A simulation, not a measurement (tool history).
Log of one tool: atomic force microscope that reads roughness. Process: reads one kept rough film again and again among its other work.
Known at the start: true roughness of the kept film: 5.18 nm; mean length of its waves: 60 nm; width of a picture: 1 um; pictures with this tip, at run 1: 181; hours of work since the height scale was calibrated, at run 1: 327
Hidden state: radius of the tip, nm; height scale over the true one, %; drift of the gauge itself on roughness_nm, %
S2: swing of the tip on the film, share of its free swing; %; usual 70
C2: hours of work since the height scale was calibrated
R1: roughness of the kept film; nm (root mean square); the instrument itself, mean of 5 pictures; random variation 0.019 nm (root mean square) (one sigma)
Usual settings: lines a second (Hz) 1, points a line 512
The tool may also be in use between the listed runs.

{"run": 1, "hour": 0.0, "lines a second (Hz)": 1, "S2": 70, "points a line": 512, "pictures with this tip": 181, "C2": 327, "R1": 4.089}
{"run": 2, "hour": 37.7, "lines a second (Hz)": 1, "S2": 70, "points a line": 306, "pictures with this tip": 228, "C2": 355, "R1": 3.95}
{"run": 3, "hour": 60.8, "lines a second (Hz)": 1, "S2": 70, "points a line": 306, "pictures with this tip": 257, "C2": 372, "R1": 3.884}
{"hour": 72.4, "done": "new tip fitted"}
{"run": 4, "hour": 102.3, "lines a second (Hz)": 1, "S2": 70, "points a line": 264, "pictures with this tip": 37, "C2": 402, "R1": 4.503}
{"run": 5, "hour": 123.8, "lines a second (Hz)": 1, "S2": 70, "points a line": 512, "pictures with this tip": 64, "C2": 418, "R1": 4.45}
{"run": 6, "hour": 165.8, "lines a second (Hz)": 1, "S2": 70, "points a line": 512, "pictures with this tip": 117, "C2": 449, "R1": 4.245}
{"run": 7, "hour": 191.3, "lines a second (Hz)": 1, "S2": 70, "points a line": 512, "pictures with this tip": 149, "C2": 468, "R1": 4.172}
{"run": 8, "hour": 223.0, "lines a second (Hz)": 1, "S2": 70, "points a line": 512, "pictures with this tip": 188, "C2": 491, "R1": 4.052}
{"run": 9, "hour": 259.0, "lines a second (Hz)": 0.8, "S2": 70, "points a line": 512, "pictures with this tip": 233, "C2": 518, "R1": 3.957}
{"run": 10, "hour": 288.2, "lines a second (Hz)": 1.68, "S2": 76, "points a line": 551, "pictures with this tip": 270, "C2": 540, "R1": 3.571}
{"hour": 291.4, "done": "new tip fitted"}
{"run": 11, "hour": 318.3, "lines a second (Hz)": 1.68, "S2": 76, "points a line": 551, "pictures with this tip": 34, "C2": 562, "R1": 4.233}
{"run": 12, "hour": 359.9, "lines a second (Hz)": 2.21, "S2": 59, "points a line": 723, "pictures with this tip": 86, "C2": 592, "R1": 4.341}
{"run": 13, "hour": 395.3, "lines a second (Hz)": 0.77, "S2": 84, "points a line": 308, "pictures with this tip": 130, "C2": 618, "R1": 4.081}
{"run": 14, "hour": 437.5, "lines a second (Hz)": 2.56, "S2": 67, "points a line": 407, "pictures with this tip": 183, "C2": 650, "R1": 3.818}
{"run": 15, "hour": 456.7, "lines a second (Hz)": 2.21, "S2": 67, "points a line": 920, "pictures with this tip": 207, "C2": 664, "R1": 3.815}

The same runs without the tool's hidden state, with the same run-to-run variation:
run=1 R1=4.651
run=2 R1=4.642
run=3 R1=4.654
run=4 R1=4.66
run=5 R1=4.687
run=6 R1=4.66
run=7 R1=4.683
run=8 R1=4.667
run=9 R1=4.697
run=10 R1=4.345
run=11 R1=4.369
run=12 R1=4.658
run=13 R1=4.519
run=14 R1=4.391
run=15 R1=4.461
